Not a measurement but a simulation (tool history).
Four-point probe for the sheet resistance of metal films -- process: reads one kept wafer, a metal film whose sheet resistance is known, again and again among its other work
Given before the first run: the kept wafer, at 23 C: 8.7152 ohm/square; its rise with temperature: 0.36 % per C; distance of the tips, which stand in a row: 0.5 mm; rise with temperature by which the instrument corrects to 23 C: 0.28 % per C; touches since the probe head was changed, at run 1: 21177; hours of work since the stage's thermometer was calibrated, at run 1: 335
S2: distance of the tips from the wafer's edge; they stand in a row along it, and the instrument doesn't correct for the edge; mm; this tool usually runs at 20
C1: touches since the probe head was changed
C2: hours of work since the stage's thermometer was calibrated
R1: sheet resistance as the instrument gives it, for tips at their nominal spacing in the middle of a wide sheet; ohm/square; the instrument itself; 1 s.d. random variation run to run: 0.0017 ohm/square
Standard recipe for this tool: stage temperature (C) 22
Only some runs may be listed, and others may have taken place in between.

run 1 hour=0 | stage_temperature_(C)=22 S2=20 | C1=21177 C2=335 | R1=8.721064
run 2 hour=8.6 | stage_temperature_(C)=22 S2=20 | C1=21518 C2=339 | R1=8.723206
run 3 hour=20.7 | stage_temperature_(C)=22 S2=20 | C1=21999 C2=346 | R1=8.724516
run 4 hour=27.6 | stage_temperature_(C)=22 S2=20 | C1=22272 C2=350 | R1=8.720695
run 5 hour=43 | stage_temperature_(C)=29 S2=20 | C1=22884 C2=359 | R1=8.768333
run 6 hour=54.1 | stage_temperature_(C)=22 S2=20 | C1=23326 C2=365 | R1=8.726068
run 7 hour=65.1 | stage_temperature_(C)=22 S2=67 | C1=23761 C2=372 | R1=8.723472
run 8 hour=80.1 | stage_temperature_(C)=22 S2=20 | C1=24356 C2=380 | R1=8.726496
run 9 hour=87.2 | stage_temperature_(C)=22 S2=20 | C1=24637 C2=384 | R1=8.724269
run 10 hour=96 | stage_temperature_(C)=22 S2=20 | C1=24986 C2=389 | R1=8.722361
run 11 hour=103.1 | stage_temperature_(C)=22 S2=20 | C1=25268 C2=393 | R1=8.725482
run 12 hour=118.9 | stage_temperature_(C)=22 S2=20 | C1=25894 C2=402 | R1=8.726065
run 13 hour=127 | stage_temperature_(C)=22 S2=20 | C1=26217 C2=407 | R1=8.726515
run 14 hour=134.7 | stage_temperature_(C)=22 S2=20 | C1=26525 C2=411 | R1=8.724559
run 15 hour=147.9 | stage_temperature_(C)=22 S2=3 | C1=27046 C2=419 | R1=8.853893
run 16 hour=162.6 | stage_temperature_(C)=18 S2=20 | C1=27630 C2=427 | R1=8.701236
run 17 hour=175.9 | stage_temperature_(C)=18 S2=20 | C1=28157 C2=434 | R1=8.699576
run 18 hour=186.2 | stage_temperature_(C)=22 S2=74 | C1=28568 C2=440 | R1=8.72345
run 19 hour=196.4 | stage_temperature_(C)=22 S2=74 | C1=28972 C2=446 | R1=8.723214
run 20 hour=203.8 | stage_temperature_(C)=22 S2=74 | C1=29264 C2=450 | R1=8.724369
run 21 hour=212.3 | stage_temperature_(C)=31 S2=3 | C1=29602 C2=455 | R1=8.915811
run 22 hour=227.8 | stage_temperature_(C)=23 S2=46 | C1=30219 C2=464 | R1=8.734572
run 23 hour=242.4 | stage_temperature_(C)=28 S2=27 | C1=30799 C2=472 | R1=8.768965
-- hour=244.2 stage's thermometer calibrated
run 24 hour=250.3 | stage_temperature_(C)=28 S2=27 | C1=31093 C2=4 | R1=8.768777
run 25 hour=260.6 | stage_temperature_(C)=24 S2=4 | C1=31500 C2=9 | R1=8.808326
run 26 hour=274.2 | stage_temperature_(C)=29 S2=75 | C1=32041 C2=17 | R1=8.773211
run 27 hour=287 | stage_temperature_(C)=29 S2=75 | C1=32548 C2=24 | R1=8.776656
run 28 hour=299.6 | stage_temperature_(C)=25 S2=9 | C1=33048 C2=31 | R1=8.761285
run 29 hour=313.8 | stage_temperature_(C)=26 S2=63 | C1=33613 C2=40 | R1=8.753651
-- hour=321.4 stage's thermometer calibrated, once more
run 30 hour=325.8 | stage_temperature_(C)=30 S2=16 | C1=34070 C2=3 | R1=8.797342
run 31 hour=339.4 | stage_temperature_(C)=19 S2=60 | C1=34606 C2=10 | R1=8.717276
run 32 hour=354.9 | stage_temperature_(C)=22 S2=37 | C1=35222 C2=19 | R1=8.739227
run 33 hour=365.2 | stage_temperature_(C)=22 S2=12 | C1=35632 C2=25 | R1=8.749092
run 34 hour=375.2 | stage_temperature_(C)=22 S2=21 | C1=36026 C2=31 | R1=8.739569
run 35 hour=386.8 | stage_temperature_(C)=29 S2=12 | C1=36490 C2=37 | R1=8.793796
run 36 hour=400.3 | stage_temperature_(C)=29 S2=12 | C1=37024 C2=45 | R1=8.795502
run 37 hour=412.3 | stage_temperature_(C)=22 S2=12 | C1=37499 C2=52 | R1=8.746911
run 38 hour=426.8 | stage_temperature_(C)=35 S2=68 | C1=38075 C2=60 | R1=8.830474
run 39 hour=435 | stage_temperature_(C)=27 S2=3 | C1=38400 C2=64 | R1=8.905264

For some of the steps in R1 from one run to the next: how much would appear even if the tool had no hidden state, given the settings, what came in and random variation, and how much remains for the hidden state plus any gauge scatter that the measured result and the result without hidden state don't share?
What the log doesn't record here: inner tips' distance over the nominal, %; tips' flats over new ones', %; wafer's true temperature over the reading, C; drift of the gauge itself on sheet_ohm, %.
Run 15 -> 16: stage temperature (C) 22 -> 18, S2 3 -> 20. R1 -0.152657 ohm/square: hidden state +0.000124, all else -0.152781.
Run 20 -> 21: stage temperature (C) 22 -> 31, S2 74 -> 3. R1 +0.191442 ohm/square: hidden state +0.000862, all else +0.19058.
Run 21 -> 22: stage temperature (C) 31 -> 23, S2 3 -> 46. R1 -0.181239 ohm/square: hidden state +0.000073, all else -0.181312.
Run 23 -> 24: stage's thermometer calibrated. R1 -0.000188 ohm/square: hidden state -0.003329, all else +0.003141.
Run 29 -> 30: stage temperature (C) 26 -> 30, S2 63 -> 16, stage's thermometer calibrated, once more. R1 +0.043691 ohm/square: hidden state +0.011089, all else +0.032602.
Run 37 -> 38: stage temperature (C) 22 -> 35, S2 12 -> 68. R1 +0.083563 ohm/square: hidden state +0.000875, all else +0.082688.

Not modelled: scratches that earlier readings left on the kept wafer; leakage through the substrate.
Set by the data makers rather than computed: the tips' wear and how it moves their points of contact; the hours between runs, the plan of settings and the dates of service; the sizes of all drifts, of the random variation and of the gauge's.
